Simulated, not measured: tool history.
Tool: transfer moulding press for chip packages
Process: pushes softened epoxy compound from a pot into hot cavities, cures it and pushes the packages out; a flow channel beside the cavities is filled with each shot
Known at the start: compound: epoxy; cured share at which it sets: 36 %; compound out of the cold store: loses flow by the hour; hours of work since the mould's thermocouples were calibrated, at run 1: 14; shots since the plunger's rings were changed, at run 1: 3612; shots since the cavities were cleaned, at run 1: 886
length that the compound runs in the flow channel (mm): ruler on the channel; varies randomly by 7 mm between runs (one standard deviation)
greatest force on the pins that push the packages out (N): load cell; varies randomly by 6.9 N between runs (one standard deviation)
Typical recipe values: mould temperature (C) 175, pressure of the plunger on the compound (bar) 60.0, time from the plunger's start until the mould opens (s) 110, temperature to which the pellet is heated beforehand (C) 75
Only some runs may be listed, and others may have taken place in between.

run	hour	mould temperature (C)	pressure of the plunger on the compound (bar)	time from the plunger's start until the mould opens (s)	temperature to which the pellet is heated beforehand (C)	hours of work since the mould's thermocouples were calibrated	shots since the plunger's rings were changed	shots since the cavities were cleaned	incoming compound's hours out of the cold store	length that the compound runs in the flow channel (mm)	greatest force on the pins that push the packages out (N)
1	0.0	175	60.0	110	75	14	3612	886	36.2	689	555
2	8.4	175	60.0	110	75	18	3673	947	12.8	776	622
3	17.0	175	60.0	110	75	21	3734	1008	47.4	659	580
4	27.6	175	60.0	110	75	26	3810	1084	8.2	792	595
5	34.5	175	60.0	110	75	29	3860	1134	29.5	716	600
6	42.2	175	60.0	110	75	32	3915	1189	14.5	775	637
# hour 44.9: cavities cleaned with cleaning compound and waxed
7	57.3	175	60.0	110	75	38	4012	89	44.3	657	344
8	68.5	175	51.2	110	75	42	4092	169	21.6	692	410
9	80.9	175	63.2	110	75	48	4182	259	35.1	706	434
10	93.4	175	63.2	110	75	53	4271	348	34.3	699	477
11	104.4	175	63.2	110	75	57	4350	427	8.5	802	526
12	116.3	176	60.0	110	75	62	4435	512	30.4	687	504
13	125.2	176	60.0	110	75	66	4499	576	41.7	666	511
14	138.8	175	60.0	110	75	72	4596	673	9.3	776	599
# hour 145.5: plunger's sealing rings changed
15	152.6	168	60.0	110	75	77	51	755	10.2	881	987
16	163.2	168	60.0	110	75	81	126	830	34.0	786	886
17	178.0	175	60.0	112	75	87	233	937	40.5	720	539
# hour 180.8: mould's thermocouples calibrated
18	189.6	175	70.3	91	67	4	302	1006	43.8	760	833
19	203.5	171	55.6	120	74	10	401	1105	37.8	722	617
20	212.0	171	47.2	120	72	13	462	1166	31.1	690	640
# hour 217.7: cavities cleaned with cleaning compound and waxed
21	228.3	178	47.2	120	71	19	568	75	46.1	612	270
# hour 235.4: mould's thermocouples calibrated, once more
22	238.1	169	68.1	110	75	1	624	131	33.6	813	536
23	252.9	180	56.4	143	72	7	730	237	11.9	785	334
24	261.6	180	56.4	143	72	11	793	300	27.9	727	351
25	271.7	175	60.0	95	67	15	866	373	24.6	778	672
26	280.1	175	60.0	95	67	19	925	432	24.5	776	695
27	286.5	175	60.0	95	67	21	971	478	18.4	807	740
28	293.7	175	60.0	95	67	24	1023	530	18.1	793	739
29	304.4	175	60.0	115	67	29	1100	607	44.6	692	506

Consider 3 possible next runs. They are alternatives, not a sequence: every one starts from the tool as it was left by run 29. What does each give?
A	314.1	175	65.8	110	75	33	1169	676	30.7	?	?
B	314.1	182	60.0	122	67	33	1169	676	28.3	?	?
C	314.1	170	47.4	96	67	33	1169	676	13.4	?	?

run	length that the compound runs in the flow channel (mm)	greatest force on the pins that push the packages out (N)
A	789	564
B	739	434
C	756	1148
The same runs, with their run-to-run variation unchanged, on a tool lacking any hidden condition would have given:
run	length that the compound runs in the flow channel (mm)	greatest force on the pins that push the packages out (N)
A	807	286
B	755	221
C	773	573
